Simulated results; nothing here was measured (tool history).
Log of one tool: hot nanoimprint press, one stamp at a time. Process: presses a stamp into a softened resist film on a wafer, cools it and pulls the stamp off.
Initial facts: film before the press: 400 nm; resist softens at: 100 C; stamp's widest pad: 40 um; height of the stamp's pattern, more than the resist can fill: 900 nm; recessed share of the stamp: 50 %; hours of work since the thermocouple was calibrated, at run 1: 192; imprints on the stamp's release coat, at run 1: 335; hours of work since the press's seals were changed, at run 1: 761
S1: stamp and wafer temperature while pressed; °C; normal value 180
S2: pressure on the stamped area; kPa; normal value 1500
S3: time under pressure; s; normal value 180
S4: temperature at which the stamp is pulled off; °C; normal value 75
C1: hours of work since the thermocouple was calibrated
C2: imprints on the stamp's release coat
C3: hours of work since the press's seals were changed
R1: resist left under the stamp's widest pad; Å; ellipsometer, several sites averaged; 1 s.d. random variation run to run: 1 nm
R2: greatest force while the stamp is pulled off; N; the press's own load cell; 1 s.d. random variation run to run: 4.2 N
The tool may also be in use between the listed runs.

run,hour,S1,S2,S3,S4,C1,C2,C3,R1,R2
1,0,180,1500,180,75,192,335,761,1530,219
2,70.5,180,1500,180,81,223,583,793,1513,196
3,131.5,186,1500,180,75,250,799,820,1132,242
# hour 184.6: stamp cleaned and given a new release coat
4,208.8,180,1500,180,75,282,85,852,1517,212
5,264.9,180,1500,180,75,307,283,877,1538,220
6,302.8,180,1500,180,75,324,417,893,1521,237
7,340.6,180,1500,180,75,340,550,910,1538,234
8,393.6,170,1500,180,75,364,737,934,2471,254
# hour 417.6: press's hydraulic seals changed and the load cell set to zero
# hour 470.6: stamp cleaned and given a new release coat
9,479.9,189,1780,180,64,396,32,25,906,271
10,550,189,1380,180,64,427,280,56,1063,300
11,623.6,176,1860,205,64,460,539,89,1610,319
12,681.3,176,1860,220,64,486,743,115,1577,324
# hour 699: plate thermocouple calibrated
13,739.5,176,1860,220,64,18,938,139,1470,346
# hour 755: stamp cleaned and given a new release coat
14,794.2,180,1500,125,75,40,138,161,1668,212
15,840.2,183,1500,171,75,60,300,181,1337,218

Predict each of these 3 candidate next runs independently; none follows another, all start after run 15:
A,903,180,1090,192,75,88,521,209,?,?
B,903,168,1040,180,75,88,521,209,?,?
C,903,183,1500,171,78,88,521,209,?,?

run,R1,R2
A,1735,246
B,2921,233
C,1301,221
Stripped of hidden state, with their random variation kept, the same runs would have yielded:
run,R1,R2
A,1723,215
B,2907,204
C,1290,194
